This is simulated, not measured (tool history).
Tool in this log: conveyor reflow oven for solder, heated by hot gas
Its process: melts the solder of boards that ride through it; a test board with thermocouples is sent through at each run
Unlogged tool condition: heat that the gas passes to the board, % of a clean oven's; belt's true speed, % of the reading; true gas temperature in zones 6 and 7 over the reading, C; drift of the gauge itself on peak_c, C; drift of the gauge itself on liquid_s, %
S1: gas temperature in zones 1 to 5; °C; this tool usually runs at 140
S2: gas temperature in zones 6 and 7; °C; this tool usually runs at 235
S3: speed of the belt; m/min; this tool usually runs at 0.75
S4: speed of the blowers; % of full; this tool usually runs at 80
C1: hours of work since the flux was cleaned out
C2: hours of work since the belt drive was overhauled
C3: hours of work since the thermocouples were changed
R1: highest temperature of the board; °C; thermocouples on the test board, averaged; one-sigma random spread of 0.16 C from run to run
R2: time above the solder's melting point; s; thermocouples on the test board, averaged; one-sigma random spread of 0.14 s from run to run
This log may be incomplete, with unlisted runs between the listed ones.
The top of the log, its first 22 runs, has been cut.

Run 23, day 6.362: usual settings but S1 139 °C, S2 232 °C, S3 0.798 m/min, S4 53 % of full; C1 381; C2 316; C3 471. Result: R1 206 °C, R2 26.4 s.
Run 24, day 6.538: usual settings but S1 149 °C, S2 236 °C, S3 0.641 m/min, S4 83 % of full; C1 384; C2 319; C3 474. Result: R1 225.2 °C, R2 49.8 s.
Run 25, day 6.862: usual settings but S2 246 °C, S4 78 % of full; C1 389; C2 324; C3 479. Result: R1 227 °C, R2 40.5 s.
Run 26, day 7.279: usual settings but S1 144 °C, S2 245 °C; C1 396; C2 331; C3 485. Result: R1 227 °C, R2 41.6 s.
Run 27, day 7.646: usual settings but S1 151 °C, S3 0.832 m/min; C1 401; C2 337; C3 491. Result: R1 216.7 °C, R2 34.7 s.
Run 28, day 7.925: usual settings but S2 244 °C, S4 88 % of full; C1 406; C2 341; C3 496. Result: R1 226.7 °C, R2 40.5 s.
Run 29, day 8.329: usual settings but S2 244 °C, S3 0.814 m/min, S4 79 % of full; C1 412; C2 348; C3 502. Result: R1 221.9 °C, R2 35.5 s.
Run 30, day 8.75: usual settings but S1 137 °C, S3 0.889 m/min; C1 419; C2 354; C3 509. Result: R1 210.7 °C, R2 26.2 s.
Run 31, day 9.112: usual settings but S1 137 °C, S3 0.889 m/min; C1 425; C2 360; C3 515. Result: R1 210.5 °C, R2 26.3 s.
Run 32, day 9.512: usual settings but S1 128 °C, S3 0.889 m/min; C1 431; C2 366; C3 521. Result: R1 208.3 °C, R2 23.2 s.

3 ways to go on from here, each from the tool as it stands after run 32. What would each give?
Run A, day 9.721: usual settings but S1 128 °C, S3 0.889 m/min, S4 75 % of full; C1 434; C2 370; C3 524. Result: R1 ?, R2 ?.
Run B, day 9.721: usual settings but S1 141 °C; C1 434; C2 370; C3 524. Result: R1 ?, R2 ?.
Run C, day 9.721: usual settings but S1 151 °C, S2 242 °C; C1 434; C2 370; C3 524. Result: R1 ?, R2 ?.

run     R1    R2
  A  207.2  22.6
  B  217.9    37
  C  225.7  42.7
With the hidden condition removed and each run's random variation left untouched, the same runs would have given:
run     R1    R2
  A  208.9  23.7
  B  218.9  37.4
  C  226.6  42.8

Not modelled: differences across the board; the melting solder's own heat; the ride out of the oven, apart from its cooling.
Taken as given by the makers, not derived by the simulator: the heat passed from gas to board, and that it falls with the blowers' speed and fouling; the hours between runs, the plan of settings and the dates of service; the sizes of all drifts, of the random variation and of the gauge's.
